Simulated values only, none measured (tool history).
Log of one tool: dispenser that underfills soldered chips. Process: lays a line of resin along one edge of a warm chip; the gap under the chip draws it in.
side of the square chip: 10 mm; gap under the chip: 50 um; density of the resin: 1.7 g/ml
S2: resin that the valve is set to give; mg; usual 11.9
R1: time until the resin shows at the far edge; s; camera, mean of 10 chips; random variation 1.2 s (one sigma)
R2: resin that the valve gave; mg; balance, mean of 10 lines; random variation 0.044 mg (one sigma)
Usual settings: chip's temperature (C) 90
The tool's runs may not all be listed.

run 1 hour=0 | chip's_temperature_(C)=90 S2=11.9 | R1=142.6 R2=11.11
run 2 hour=6.1 | chip's_temperature_(C)=90 S2=11.9 | R1=176.5 R2=11.05
-- hour=10.2 dispensing valve cleaned and set on the balance
-- hour=11.1 new syringe of resin
run 3 hour=12.7 | chip's_temperature_(C)=90 S2=13.8 | R1=129.9 R2=13.83
run 4 hour=20.3 | chip's_temperature_(C)=90 S2=13.8 | R1=170.1 R2=13.75
-- hour=24.5 new syringe of resin
run 5 hour=29.5 | chip's_temperature_(C)=90 S2=13.8 | R1=147.1 R2=13.73
run 6 hour=36 | chip's_temperature_(C)=90 S2=13.8 | R1=183.2 R2=13.61
-- hour=37.9 new syringe of resin
run 7 hour=44.1 | chip's_temperature_(C)=90 S2=13.8 | R1=154.1 R2=13.53
-- hour=50.8 new syringe of resin
run 8 hour=52.6 | chip's_temperature_(C)=77 S2=11.9 | R1=227.5 R2=11.69
-- hour=63.7 new syringe of resin
run 9 hour=64 | chip's_temperature_(C)=77 S2=11.9 | R1=223.5 R2=11.73

Forecast run 10:
run 10 hour=74.9 | chip's_temperature_(C)=102 S2=15.4 | R1=? R2=?

R1: 113.2 s
R2: 15.03 mg
Without the tool's hidden state the same run would have given R1 73 s, R2 15.44 mg.
